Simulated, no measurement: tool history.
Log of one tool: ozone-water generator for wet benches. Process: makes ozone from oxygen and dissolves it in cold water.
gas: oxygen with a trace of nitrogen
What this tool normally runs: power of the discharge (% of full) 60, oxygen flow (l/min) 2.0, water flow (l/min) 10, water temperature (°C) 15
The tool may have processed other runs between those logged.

| run | hour | power of the discharge (% of full) | oxygen flow (l/min) | water flow (l/min) | water temperature (°C) | dissolved ozone (ppm) | ozone in the gas ahead of the water (g/m3) |
|---|---|---|---|---|---|---|---|
| 1 | 0.0 | 60 | 2.0 | 10 | 15 | 15.5 | 220.2 |
| 2 | 45.9 | 99 | 2.0 | 10 | 15 | 21.4 | 302.5 |
| 3 | 81.1 | 60 | 2.0 | 10 | 9 | 16.4 | 218.9 |
| 4 | 108.9 | 60 | 2.0 | 10 | 9 | 16.7 | 217.6 |
| 5 | 170.7 | 60 | 2.0 | 14 | 15 | 10.6 | 215.4 |
| 6 | 204.2 | 60 | 2.0 | 10 | 15 | 15.4 | 216.0 |
| 7 | 253.8 | 60 | 2.0 | 10 | 15 | 15.2 | 214.4 |
| 8 | 308.1 | 60 | 2.0 | 10 | 15 | 15.3 | 215.6 |
| 9 | 361.2 | 60 | 2.0 | 10 | 15 | 15.1 | 214.8 |
| 10 | 406.9 | 60 | 2.0 | 10 | 15 | 15.3 | 215.0 |
| 11 | 447.2 | 60 | 2.0 | 10 | 15 | 15.0 | 212.7 |
| 12 | 488.3 | 59 | 2.0 | 10 | 15 | 15.0 | 212.3 |
| 13 | 544.4 | 60 | 2.0 | 10 | 15 | 15.2 | 214.2 |

Run 14 comes next. What will it give?
| 14 | 584.8 | 43 | 1.8 | 10 | 22 | ? | ? |

Run 14 came out at dissolved ozone (ppm) 10.9, ozone in the gas ahead of the water (g/m3) 175.5.
With the hidden condition absent and the run-to-run variation left alone, this run would have shown dissolved ozone (ppm) 11.9, ozone in the gas ahead of the water (g/m3) 186.0.
